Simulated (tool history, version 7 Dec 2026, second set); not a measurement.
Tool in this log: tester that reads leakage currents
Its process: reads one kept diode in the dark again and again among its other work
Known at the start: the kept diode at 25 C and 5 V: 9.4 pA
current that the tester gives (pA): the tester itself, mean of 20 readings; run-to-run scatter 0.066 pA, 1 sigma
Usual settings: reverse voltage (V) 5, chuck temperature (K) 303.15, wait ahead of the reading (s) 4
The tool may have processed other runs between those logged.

| run | hour | reverse voltage (V) | chuck temperature (K) | wait ahead of the reading (s) | current that the tester gives (pA) |
|---|---|---|---|---|---|
| 1 | 0 | 5 | 303.15 | 4 | 24.54 |
| 2 | 162.9 | 1.8 | 303.15 | 4 | 13.01 |
| 3 | 296.6 | 1.8 | 303.15 | 4 | 13.32 |
| 4 | 452.5 | 7.48 | 303.15 | 4 | 35.72 |
| 5 | 593.7 | 7.48 | 303.15 | 4 | 36.45 |
| 6 | 695.5 | 5 | 301.15 | 4 | 25.48 |
|  | 895.4 | probe card cleaned and baked |
|  | 897.4 | chuck's temperature calibrated |
| 7 | 903.9 | 5 | 301.15 | 4 | 12.33 |
| 8 | 1053.3 | 5 | 301.15 | 3.17 | 12.96 |
| 9 | 1220.5 | 5 | 301.15 | 3.17 | 13.83 |
| 10 | 1383 | 5 | 303.15 | 2.56 | 16.61 |
|  | 1402.5 | tester calibrated |
| 11 | 1526.6 | 5 | 303.15 | 2.56 | 17.24 |
| 12 | 1640 | 14.55 | 293.15 | 0.52 | 24.32 |
|  | 1717.3 | tester calibrated, once more |
| 13 | 1810.4 | 2.43 | 329.15 | 1.64 | 68.36 |
| 14 | 1915.8 | 2.43 | 329.15 | 1.64 | 68.52 |
| 15 | 2002.4 | 6.29 | 329.15 | 1.64 | 112.23 |
| 16 | 2156.1 | 6.29 | 329.15 | 1.14 | 114.38 |
| 17 | 2353.5 | 6.29 | 329.15 | 1.14 | 116.5 |
| 18 | 2501.8 | 1.08 | 296.15 | 0.33 | 6.15 |
| 19 | 2590.4 | 5 | 329.15 | 3.2 | 105.08 |
| 20 | 2725.9 | 15.82 | 324.15 | 0.75 | 152.22 |
| 21 | 2872 | 5 | 300.15 | 0.42 | 22.29 |

4 options for the next run, each taken on its own from the tool as it stands now. Forecast them:
| A | 2959.9 | 13.02 | 303.15 | 7.39 | ? |
| B | 2959.9 | 9.38 | 300.15 | 3.83 | ? |
| C | 2959.9 | 5 | 293.15 | 1.83 | ? |
| D | 2959.9 | 2.04 | 300.15 | 0.42 | ? |

| run | current that the tester gives (pA) |
|---|---|
| A | 46.97 |
| B | 32.74 |
| C | 15.66 |
| D | 12.32 |
Had the tool no hidden state, the same runs would have come out as:
| run | current that the tester gives (pA) |
|---|---|
| A | 23 |
| B | 15.63 |
| C | 6.74 |
| D | 8.01 |
